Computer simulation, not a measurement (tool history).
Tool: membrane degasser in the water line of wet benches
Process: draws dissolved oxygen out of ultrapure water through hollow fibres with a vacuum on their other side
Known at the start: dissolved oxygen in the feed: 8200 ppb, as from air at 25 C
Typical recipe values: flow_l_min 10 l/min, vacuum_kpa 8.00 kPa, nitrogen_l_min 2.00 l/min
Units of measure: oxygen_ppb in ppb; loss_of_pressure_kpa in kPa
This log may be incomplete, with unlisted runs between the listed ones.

run     day  flow_l_min  vacuum_kpa  nitrogen_l_min  oxygen_ppb  loss_of_pressure_kpa
  1   0.000          10        8.00            2.00        71.9                 50.45
  2   4.046          10        8.00            2.00        71.6                 50.42
  3  10.121          10        8.00            2.00        71.8                 50.42
  4  14.225          10        8.00            2.00        73.8                 50.21
  5  20.475          10        8.00            2.00        72.5                 50.43
     21.117  -- vacuum gauge calibrated
  6  27.354          10        8.00            2.00        74.2                 50.50
     32.604  -- seals of the vacuum lines changed
  7  34.675          10        6.44            3.11        38.8                 50.35
  8  40.096           8        7.82            5.24        22.9                 40.43
  9  46.167           8        7.82            5.24        23.1                 40.38
 10  54.025           8        7.82            5.24        22.7                 40.71
 11  59.596           8        7.82            5.24        22.2                 40.69
 12  63.246           9       14.95            1.43       186.6                 46.05

Had the tool no unlogged condition, and each run kept its random variation, what would the results have been?
The hidden state here: membrane still open, %; true pressure behind the membrane over the reading, kPa; air that leaks in behind the membrane, l/min; drift of the gauge itself on oxygen_ppb, %; drift of the gauge itself on loss_of_pressure_kpa, %.
run  oxygen_ppb  loss_of_pressure_kpa
  1        66.2                 48.36
  2        65.7                 48.32
  3        65.6                 48.27
  4        67.3                 48.05
  5        65.9                 48.21
  6        65.8                 48.24
  7        33.5                 48.05
  8        20.5                 38.55
  9        20.5                 38.46
 10        20.0                 38.76
 11        19.5                 38.69
 12       177.8                 43.78

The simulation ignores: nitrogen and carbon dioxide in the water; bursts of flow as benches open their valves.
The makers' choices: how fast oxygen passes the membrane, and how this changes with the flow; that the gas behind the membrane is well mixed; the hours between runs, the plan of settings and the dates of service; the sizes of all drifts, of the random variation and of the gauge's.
